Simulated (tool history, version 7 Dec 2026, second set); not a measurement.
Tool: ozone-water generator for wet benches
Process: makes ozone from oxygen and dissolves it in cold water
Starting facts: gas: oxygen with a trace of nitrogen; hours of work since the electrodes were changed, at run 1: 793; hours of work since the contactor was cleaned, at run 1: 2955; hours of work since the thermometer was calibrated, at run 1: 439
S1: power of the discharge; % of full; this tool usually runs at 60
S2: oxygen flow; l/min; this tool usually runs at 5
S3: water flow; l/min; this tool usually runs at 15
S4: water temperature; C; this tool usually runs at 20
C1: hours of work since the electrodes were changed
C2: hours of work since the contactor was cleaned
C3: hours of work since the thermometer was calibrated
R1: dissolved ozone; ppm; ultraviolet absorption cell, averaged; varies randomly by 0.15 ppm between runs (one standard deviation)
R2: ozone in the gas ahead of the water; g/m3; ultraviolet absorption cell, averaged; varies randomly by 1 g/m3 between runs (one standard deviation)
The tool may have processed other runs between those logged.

run    hour  S1    S2  S3  S4    C1    C2    C3    R1     R2
  1       0  60     5  15  20   793  2955   439  18.3  180.1
  2    73.1  60     5  15  20   857  3019   503  18.5    181
  3   148.2  60     5  15  20   922  3085   569  18.1  178.2
  4   207.5  60     5  15  20   974  3137   621  18.3  180.2
  5   263.8  60     5  15  16  1024  3186   670  19.4  179.1
  6   341.3  60     5   9  20  1092  3254   738    26  179.8
  7   375.2  60     5   9  20  1121  3284   768  25.9  179.9
        414  -- contactor cleaned
  8   422.7  60     5   9  12  1159     8   806  30.7  178.1
  9   491.8  63     5  15  20  1220    68   866  19.1  187.6
 10   574.6  63     5  15  20  1293   141   939  19.3  186.8
 11   625.8  60     5  15  20  1337   186   984  18.3  179.4
 12   665.7  60     5  15  20  1372   221  1019  18.4  176.8
 13   730.1  60     5  15  20  1429   277  1075  18.4  176.9
 14   782.9  60     5  15  20  1475   323  1121  18.4    178
 15   845.4  60     5  15  20  1530   378  1176  18.1  176.1
 16   897.7  60     5  15  20  1576   424  1222  18.4  178.4
 17   979.5  60     5  15  20  1647   496  1294  18.2  175.3
 18  1038.8  81  7.19  11  15  1699   547  1346  28.4  174.8
 19    1087  43  7.19  11  26  1742   590  1388  13.5  106.2
 20  1149.7  60   4.2  13  20  1796   645  1443  20.9    201
 21  1225.4  60   4.2  13  20  1863   711  1509  20.9  201.5
 22  1261.6  63     5  15  20  1895   743  1541  18.8  184.2

Expected results for the next run?
 23  1320.1  63   5  15  20  1946  794  1592   ?   ?

R1: 18.8 ppm
R2: 182.2 g/m3
Were there no unlogged condition in the tool, this run, its random variation unchanged, would have produced R1 19.8 ppm, R2 187.7 g/m3.

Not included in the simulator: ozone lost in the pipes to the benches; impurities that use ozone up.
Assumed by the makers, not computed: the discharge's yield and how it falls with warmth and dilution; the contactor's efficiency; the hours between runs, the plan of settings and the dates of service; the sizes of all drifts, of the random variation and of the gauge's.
